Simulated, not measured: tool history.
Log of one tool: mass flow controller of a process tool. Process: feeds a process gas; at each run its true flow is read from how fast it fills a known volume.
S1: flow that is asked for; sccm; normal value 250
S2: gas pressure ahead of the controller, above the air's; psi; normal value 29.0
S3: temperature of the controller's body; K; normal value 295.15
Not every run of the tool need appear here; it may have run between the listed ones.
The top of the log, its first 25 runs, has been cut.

run 26 hour=2492.6 | S1=243 S2=22.6 S3=298.15 | true_flow_(%)=97.89
run 27 hour=2587.5 | S1=438 S2=26.4 S3=300.15 | true_flow_(%)=98.77
run 28 hour=2694.1 | S1=438 S2=26.4 S3=300.15 | true_flow_(%)=98.80
run 29 hour=2820.7 | S1=55 S2=30.3 S3=300.15 | true_flow_(%)=94.07
run 30 hour=2906.1 | S1=94 S2=38.0 S3=310.15 | true_flow_(%)=94.65
run 31 hour=2973.8 | S1=94 S2=38.0 S3=310.15 | true_flow_(%)=94.69
run 32 hour=3043.0 | S1=477 S2=26.0 S3=296.15 | true_flow_(%)=99.22
run 33 hour=3119.1 | S1=482 S2=26.0 S3=307.15 | true_flow_(%)=98.64
run 34 hour=3226.7 | S1=250 S2=37.3 S3=306.15 | true_flow_(%)=96.91
run 35 hour=3291.3 | S1=323 S2=34.7 S3=312.15 | true_flow_(%)=97.00
run 36 hour=3405.5 | S1=294 S2=29.0 S3=311.15 | true_flow_(%)=97.19
run 37 hour=3490.3 | S1=294 S2=29.0 S3=311.15 | true_flow_(%)=97.13
run 38 hour=3547.6 | S1=125 S2=29.0 S3=311.15 | true_flow_(%)=95.37
run 39 hour=3646.0 | S1=177 S2=32.1 S3=304.15 | true_flow_(%)=96.28
run 40 hour=3762.4 | S1=177 S2=27.6 S3=305.15 | true_flow_(%)=96.56
run 41 hour=3894.2 | S1=151 S2=29.7 S3=296.15 | true_flow_(%)=96.57
run 42 hour=3968.9 | S1=151 S2=29.7 S3=296.15 | true_flow_(%)=96.61
run 43 hour=4083.0 | S1=151 S2=29.7 S3=296.15 | true_flow_(%)=96.60
run 44 hour=4180.7 | S1=67 S2=28.4 S3=298.15 | true_flow_(%)=94.15
run 45 hour=4281.2 | S1=67 S2=28.4 S3=298.15 | true_flow_(%)=94.15
run 46 hour=4362.2 | S1=92 S2=22.2 S3=308.15 | true_flow_(%)=94.71
run 47 hour=4461.3 | S1=250 S2=23.9 S3=294.15 | true_flow_(%)=97.88

5 ways to go on from here, each from the tool as it stands after run 47. What would each give?
run A hour=4548.6 | S1=62 S2=24.1 S3=295.15 | true_flow_(%)=?
run B hour=4548.6 | S1=117 S2=30.5 S3=304.15 | true_flow_(%)=?
run C hour=4548.6 | S1=208 S2=29.0 S3=295.15 | true_flow_(%)=?
run D hour=4548.6 | S1=250 S2=27.0 S3=300.15 | true_flow_(%)=?
run E hour=4548.6 | S1=59 S2=23.9 S3=302.15 | true_flow_(%)=?

run=A true_flow_(%)=93.95
run=B true_flow_(%)=95.20
run=C true_flow_(%)=97.09
run=D true_flow_(%)=97.23
run=E true_flow_(%)=93.33
Without the tool's unlogged condition, the same runs would have read:
run=A true_flow_(%)=98.60
run=B true_flow_(%)=97.97
run=C true_flow_(%)=98.93
run=D true_flow_(%)=98.87
run=E true_flow_(%)=98.19
